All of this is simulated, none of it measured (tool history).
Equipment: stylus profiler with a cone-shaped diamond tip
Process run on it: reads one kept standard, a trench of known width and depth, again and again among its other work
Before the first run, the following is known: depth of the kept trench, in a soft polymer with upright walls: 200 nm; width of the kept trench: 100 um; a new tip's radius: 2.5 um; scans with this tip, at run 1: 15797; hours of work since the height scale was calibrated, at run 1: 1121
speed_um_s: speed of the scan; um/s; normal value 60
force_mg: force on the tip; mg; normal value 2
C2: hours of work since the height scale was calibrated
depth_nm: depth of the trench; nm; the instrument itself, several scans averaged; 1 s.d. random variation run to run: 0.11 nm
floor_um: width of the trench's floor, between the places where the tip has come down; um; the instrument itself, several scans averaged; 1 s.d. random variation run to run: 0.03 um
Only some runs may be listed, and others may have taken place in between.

run 1 day=0 | speed_um_s=60 force_mg=2 | scans_with_this_tip=15797 C2=1121 | depth_nm=203.32 floor_um=96.15
run 2 day=1.017 | speed_um_s=60 force_mg=2 | scans_with_this_tip=16043 C2=1139 | depth_nm=203.01 floor_um=96.06
run 3 day=2.004 | speed_um_s=60 force_mg=2 | scans_with_this_tip=16283 C2=1156 | depth_nm=203.19 floor_um=96.06
run 4 day=2.779 | speed_um_s=60 force_mg=2 | scans_with_this_tip=16471 C2=1169 | depth_nm=203.55 floor_um=96.07
run 5 day=3.333 | speed_um_s=45 force_mg=2 | scans_with_this_tip=16606 C2=1179 | depth_nm=203.3 floor_um=96.13
-- day=3.758 new tip fitted, height scale calibrated
run 6 day=3.983 | speed_um_s=45 force_mg=3.51 | scans_with_this_tip=54 C2=4 | depth_nm=203.26 floor_um=97.84
run 7 day=4.821 | speed_um_s=45 force_mg=3.51 | scans_with_this_tip=257 C2=18 | depth_nm=203.32 floor_um=97.76
run 8 day=5.471 | speed_um_s=45 force_mg=3.51 | scans_with_this_tip=415 C2=29 | depth_nm=203.25 floor_um=97.8
-- day=5.538 height scale calibrated on a step standard
run 9 day=6.562 | speed_um_s=45 force_mg=3.51 | scans_with_this_tip=675 C2=18 | depth_nm=203.3 floor_um=97.72
run 10 day=7.167 | speed_um_s=45 force_mg=3.51 | scans_with_this_tip=821 C2=28 | depth_nm=203.27 floor_um=97.68
run 11 day=7.712 | speed_um_s=45 force_mg=3.51 | scans_with_this_tip=954 C2=37 | depth_nm=203.34 floor_um=97.65
run 12 day=8.496 | speed_um_s=45 force_mg=3.51 | scans_with_this_tip=1144 C2=51 | depth_nm=203.25 floor_um=97.64
run 13 day=9.221 | speed_um_s=45 force_mg=3.51 | scans_with_this_tip=1320 C2=63 | depth_nm=203.26 floor_um=97.64
run 14 day=9.946 | speed_um_s=60 force_mg=1.52 | scans_with_this_tip=1496 C2=76 | depth_nm=201.77 floor_um=97.43
-- day=10.262 height scale calibrated on a step standard, once more
run 15 day=10.838 | speed_um_s=57 force_mg=0.88 | scans_with_this_tip=1708 C2=10 | depth_nm=201.47 floor_um=97.3
run 16 day=11.75 | speed_um_s=26 force_mg=0.94 | scans_with_this_tip=1929 C2=26 | depth_nm=201.37 floor_um=97.56
run 17 day=12.708 | speed_um_s=60 force_mg=0.75 | scans_with_this_tip=2162 C2=42 | depth_nm=201.19 floor_um=97.12
run 18 day=13.383 | speed_um_s=59 force_mg=0.9 | scans_with_this_tip=2326 C2=54 | depth_nm=201.29 floor_um=97.18
run 19 day=14.338 | speed_um_s=35 force_mg=5.29 | scans_with_this_tip=2557 C2=70 | depth_nm=204.6 floor_um=97.55
run 20 day=15.188 | speed_um_s=35 force_mg=5.29 | scans_with_this_tip=2763 C2=85 | depth_nm=204.45 floor_um=97.57
run 21 day=15.838 | speed_um_s=96 force_mg=5.29 | scans_with_this_tip=2921 C2=96 | depth_nm=204.52 floor_um=97.31
run 22 day=16.462 | speed_um_s=21 force_mg=1 | scans_with_this_tip=3073 C2=107 | depth_nm=201.57 floor_um=97.45
run 23 day=16.917 | speed_um_s=17 force_mg=2.39 | scans_with_this_tip=3183 C2=115 | depth_nm=202.59 floor_um=97.51
run 24 day=17.975 | speed_um_s=27 force_mg=2.77 | scans_with_this_tip=3439 C2=133 | depth_nm=203.04 floor_um=97.47
run 25 day=18.546 | speed_um_s=27 force_mg=2.77 | scans_with_this_tip=3578 C2=143 | depth_nm=202.83 floor_um=97.39
run 26 day=19.575 | speed_um_s=128 force_mg=4.12 | scans_with_this_tip=3828 C2=160 | depth_nm=203.96 floor_um=97.04
run 27 day=20.388 | speed_um_s=60 force_mg=1.76 | scans_with_this_tip=4026 C2=174 | depth_nm=202.27 floor_um=97.17
run 28 day=20.933 | speed_um_s=60 force_mg=2.08 | scans_with_this_tip=4158 C2=184 | depth_nm=202.41 floor_um=97.12

Forecast each of these 4 alternatives for the next run:
run A day=22.004 | speed_um_s=38 force_mg=1.38 | scans_with_this_tip=4417 C2=202 | depth_nm=? floor_um=?
run B day=22.004 | speed_um_s=60 force_mg=1.22 | scans_with_this_tip=4417 C2=202 | depth_nm=? floor_um=?
run C day=22.004 | speed_um_s=25 force_mg=5.32 | scans_with_this_tip=4417 C2=202 | depth_nm=? floor_um=?
run D day=22.004 | speed_um_s=35 force_mg=2.03 | scans_with_this_tip=4417 C2=202 | depth_nm=? floor_um=?

run=A depth_nm=202.02 floor_um=97.19
run=B depth_nm=201.53 floor_um=96.97
run=C depth_nm=204.53 floor_um=97.39
run=D depth_nm=202.54 floor_um=97.35
With no hidden state in the tool, these same runs would have given:
run=A depth_nm=201.84 floor_um=97.74
run=B depth_nm=201.35 floor_um=97.51
run=C depth_nm=204.35 floor_um=97.94
run=D depth_nm=202.35 floor_um=97.9
